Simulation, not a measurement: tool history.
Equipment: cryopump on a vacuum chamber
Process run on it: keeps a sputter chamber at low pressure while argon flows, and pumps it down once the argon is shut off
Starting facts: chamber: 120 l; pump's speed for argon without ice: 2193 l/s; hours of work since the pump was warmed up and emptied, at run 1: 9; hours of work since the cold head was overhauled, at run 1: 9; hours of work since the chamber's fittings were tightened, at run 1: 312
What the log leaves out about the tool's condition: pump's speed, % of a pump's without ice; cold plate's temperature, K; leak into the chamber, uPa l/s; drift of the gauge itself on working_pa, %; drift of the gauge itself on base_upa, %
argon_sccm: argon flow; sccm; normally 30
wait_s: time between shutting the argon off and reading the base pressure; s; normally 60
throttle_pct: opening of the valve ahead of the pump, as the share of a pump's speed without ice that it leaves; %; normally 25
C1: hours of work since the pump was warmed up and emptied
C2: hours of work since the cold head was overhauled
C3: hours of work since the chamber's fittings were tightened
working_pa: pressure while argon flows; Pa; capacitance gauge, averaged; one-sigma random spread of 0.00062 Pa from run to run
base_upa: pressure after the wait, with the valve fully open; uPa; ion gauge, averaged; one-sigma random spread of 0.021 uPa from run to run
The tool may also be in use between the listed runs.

Run 1, hour 0: usual settings; C1 9; C2 9; C3 312. Result: working_pa 0.0931 Pa, base_upa 0.78 uPa.
Run 2, hour 22.5: usual settings but throttle_pct 36 %; C1 25; C2 25; C3 327. Result: working_pa 0.0648 Pa, base_upa 0.78 uPa.
Run 3, hour 32.6: usual settings but wait_s 86 s; C1 32; C2 32; C3 334. Result: working_pa 0.0932 Pa, base_upa 0.66 uPa.
Run 4, hour 47.5: usual settings but wait_s 86 s; C1 42; C2 42; C3 344. Result: working_pa 0.0934 Pa, base_upa 0.69 uPa.
Run 5, hour 60.8: usual settings but wait_s 86 s; C1 51; C2 51; C3 353. Result: working_pa 0.0932 Pa, base_upa 0.63 uPa.
Run 6, hour 82.8: usual settings but wait_s 86 s; C1 66; C2 66; C3 368. Result: working_pa 0.0938 Pa, base_upa 0.71 uPa.
Run 7, hour 105: usual settings; C1 81; C2 81; C3 384. Result: working_pa 0.093 Pa, base_upa 0.82 uPa.
Run 8, hour 125: usual settings; C1 95; C2 95; C3 397. Result: working_pa 0.0935 Pa, base_upa 0.85 uPa.
Run 9, hour 142.4: usual settings; C1 107; C2 107; C3 409. Result: working_pa 0.0928 Pa, base_upa 0.84 uPa.
Run 10, hour 164: usual settings; C1 121; C2 121; C3 424. Result: working_pa 0.0948 Pa, base_upa 0.82 uPa.
Run 11, hour 178: usual settings but argon_sccm 20 sccm, throttle_pct 60 %; C1 131; C2 131; C3 433. Result: working_pa 0.0275 Pa, base_upa 0.87 uPa.
Run 12, hour 197.8: usual settings but argon_sccm 37 sccm, wait_s 108 s, throttle_pct 24 %; C1 144; C2 144; C3 447. Result: working_pa 0.121 Pa, base_upa 0.68 uPa.
Run 13, hour 207.4: usual settings but argon_sccm 13 sccm, wait_s 76 s, throttle_pct 45 %; C1 151; C2 151; C3 453. Result: working_pa 0.023 Pa, base_upa 0.82 uPa.
Run 14, hour 224.6: usual settings but argon_sccm 42 sccm, wait_s 51 s, throttle_pct 40 %; C1 163; C2 163; C3 465. Result: working_pa 0.0833 Pa, base_upa 0.98 uPa.
Run 15, hour 245: usual settings but throttle_pct 53 %; C1 177; C2 177; C3 479. Result: working_pa 0.0454 Pa, base_upa 0.93 uPa.
Run 16, hour 263.7: usual settings but argon_sccm 52 sccm, wait_s 206 s, throttle_pct 53 %; C1 189; C2 189; C3 492. Result: working_pa 0.0788 Pa, base_upa 0.66 uPa.
Run 17, hour 277.5: usual settings but argon_sccm 16 sccm, wait_s 202 s, throttle_pct 41 %; C1 199; C2 199; C3 501. Result: working_pa 0.0315 Pa, base_upa 0.67 uPa.

Selected run-to-run steps in working_pa, each split into two signed amounts: the part the tool would show with no hidden state at all (from settings, incoming material and random variation), and the remainder, which goes to the hidden state together with any gauge scatter not common to the measured and the hidden-state-free results:
Run 12 -> 13: argon_sccm 37 -> 13, wait_s 108 -> 76, throttle_pct 24 -> 45. working_pa -0.098 Pa: hidden state -0.0011, all else -0.0969.
Run 16 -> 17: argon_sccm 52 -> 16, wait_s 206 -> 202, throttle_pct 53 -> 41. working_pa -0.0473 Pa: hidden state -0.002, all else -0.0453.
